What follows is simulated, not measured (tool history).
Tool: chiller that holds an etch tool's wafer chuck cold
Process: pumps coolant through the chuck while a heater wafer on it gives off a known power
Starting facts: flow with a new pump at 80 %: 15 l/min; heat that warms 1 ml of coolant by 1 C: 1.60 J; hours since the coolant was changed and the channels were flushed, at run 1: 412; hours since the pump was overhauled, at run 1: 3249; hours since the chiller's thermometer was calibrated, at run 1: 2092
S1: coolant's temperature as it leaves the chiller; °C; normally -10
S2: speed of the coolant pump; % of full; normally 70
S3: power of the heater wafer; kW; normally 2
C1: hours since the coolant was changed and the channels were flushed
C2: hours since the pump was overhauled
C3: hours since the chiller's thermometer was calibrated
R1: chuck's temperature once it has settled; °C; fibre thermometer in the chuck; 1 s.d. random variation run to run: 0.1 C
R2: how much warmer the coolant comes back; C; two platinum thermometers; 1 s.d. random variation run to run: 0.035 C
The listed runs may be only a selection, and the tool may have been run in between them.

run 1 day=0 | S1=-10 S2=70 S3=2 | C1=412 C2=3249 C3=2092 | R1=7.7 R2=6.06
run 2 day=3.829 | S1=-10 S2=70 S3=2 | C1=504 C2=3341 C3=2184 | R1=7.3 R2=6.11
run 3 day=9.567 | S1=-10 S2=70 S3=2 | C1=641 C2=3479 C3=2321 | R1=7.6 R2=6.12
run 4 day=16.362 | S1=-10 S2=70 S3=2 | C1=804 C2=3642 C3=2485 | R1=7.5 R2=6.21
run 5 day=22.738 | S1=-10 S2=97 S3=2 | C1=957 C2=3795 C3=2638 | R1=3.7 R2=4.34
run 6 day=31.046 | S1=-10 S2=97 S3=2 | C1=1157 C2=3994 C3=2837 | R1=3.9 R2=4.42
run 7 day=38.854 | S1=-10 S2=82 S3=2 | C1=1344 C2=4182 C3=3024 | R1=5.9 R2=5.31
run 8 day=43.221 | S1=-10 S2=99 S3=2 | C1=1449 C2=4287 C3=3129 | R1=3.8 R2=4.35
run 9 day=47.512 | S1=-10 S2=99 S3=2 | C1=1552 C2=4390 C3=3232 | R1=3.9 R2=4.26
run 10 day=54.646 | S1=-10 S2=99 S3=2 | C1=1723 C2=4561 C3=3403 | R1=4 R2=4.35
run 11 day=60.404 | S1=-10 S2=99 S3=2 | C1=1861 C2=4699 C3=3542 | R1=3.8 R2=4.38
run 12 day=64.992 | S1=-10 S2=99 S3=1.455 | C1=1971 C2=4809 C3=3652 | R1=-0.1 R2=3.21
-- day=67.083 chiller's thermometer calibrated
run 13 day=70.083 | S1=-10 S2=99 S3=1.455 | C1=2093 C2=4930 C3=72 | R1=0.9 R2=3.14
run 14 day=75.079 | S1=-10 S2=80 S3=2 | C1=2213 C2=5050 C3=192 | R1=7.6 R2=5.5
run 15 day=79.412 | S1=-10 S2=70 S3=2.719 | C1=2317 C2=5154 C3=296 | R1=16.7 R2=8.64
run 16 day=83.167 | S1=-10 S2=70 S3=1.491 | C1=2407 C2=5244 C3=386 | R1=4.5 R2=4.77
run 17 day=89.104 | S1=-8 S2=90 S3=1.491 | C1=2549 C2=5387 C3=528 | R1=4.1 R2=3.65
run 18 day=94.579 | S1=-18 S2=70 S3=1.141 | C1=2681 C2=5518 C3=660 | R1=-6.6 R2=3.64
run 19 day=100.475 | S1=-18 S2=70 S3=1.018 | C1=2822 C2=5660 C3=801 | R1=-7.8 R2=3.27
-- day=101.358 coolant pump overhauled
run 20 day=104.25 | S1=-12 S2=70 S3=2.481 | C1=2908 C2=69 C3=887 | R1=14.8 R2=8.66
run 21 day=110.196 | S1=-6 S2=70 S3=1.287 | C1=3050 C2=212 C3=1030 | R1=7.9 R2=4.53
run 22 day=115.879 | S1=-16 S2=79 S3=1.095 | C1=3187 C2=348 C3=1166 | R1=-5.1 R2=3.37
run 23 day=122.275 | S1=-16 S2=79 S3=1.095 | C1=3340 C2=502 C3=1320 | R1=-5.1 R2=3.42
run 24 day=128.9 | S1=-15 S2=79 S3=1.644 | C1=3499 C2=661 C3=1479 | R1=1.4 R2=5.12
run 25 day=132.6 | S1=-18 S2=79 S3=1.644 | C1=3588 C2=750 C3=1567 | R1=-1.6 R2=5.15
run 26 day=141.046 | S1=-4 S2=98 S3=2.166 | C1=3791 C2=952 C3=1770 | R1=14.5 R2=5.4
run 27 day=149.683 | S1=-4 S2=98 S3=2.166 | C1=3998 C2=1160 C3=1977 | R1=14.9 R2=5.39
-- day=152.267 coolant pump overhauled, once more
run 28 day=157.058 | S1=-3 S2=70 S3=2 | C1=4170 C2=115 C3=2149 | R1=16.5 R2=5.74
run 29 day=165.408 | S1=-12 S2=70 S3=1.445 | C1=4370 C2=315 C3=2350 | R1=1.9 R2=4.12
run 30 day=173.358 | S1=-12 S2=70 S3=1.445 | C1=4561 C2=506 C3=2541 | R1=2.1 R2=4.19
run 31 day=178.758 | S1=-12 S2=70 S3=1.445 | C1=4691 C2=636 C3=2670 | R1=2.3 R2=4.18
run 32 day=186.979 | S1=-10 S2=62 S3=1.445 | C1=4888 C2=833 C3=2867 | R1=6 R2=4.7

Hidden condition of the tool, last listed run before each entry between runs versus first listed run after:
After run 12, before run 13: chiller's thermometer calibrated (day 67.083)
  heat passed by the chuck's channels, % of clean ones': 91.6 -> 91.1; flow at a given pump speed, % of a new pump's: 91.3 -> 91; coolant's true temperature over the reading, C: -0.73 -> 0.05
  measured less the result without the state, R1: +0.7 -> +1.5 °C; R2: +0.28 -> +0.28 C
After run 19, before run 20: coolant pump overhauled (day 101.358)
  heat passed by the chuck's channels, % of clean ones': 88.1 -> 87.8; flow at a given pump speed, % of a new pump's: 89.7 -> 82.4; coolant's true temperature over the reading, C: -0.07 -> -0.09
  measured less the result without the state, R1: +1.6 -> +5.8 °C; R2: +0.33 -> +1.52 C
After run 27, before run 28: coolant pump overhauled, once more (day 152.267)
  heat passed by the chuck's channels, % of clean ones': 83.3 -> 82.6; flow at a given pump speed, % of a new pump's: 80.4 -> 100.7; coolant's true temperature over the reading, C: -0.28 -> -0.31
  measured less the result without the state, R1: +4.8 -> +2.4 °C; R2: +1.05 -> -0.04 C
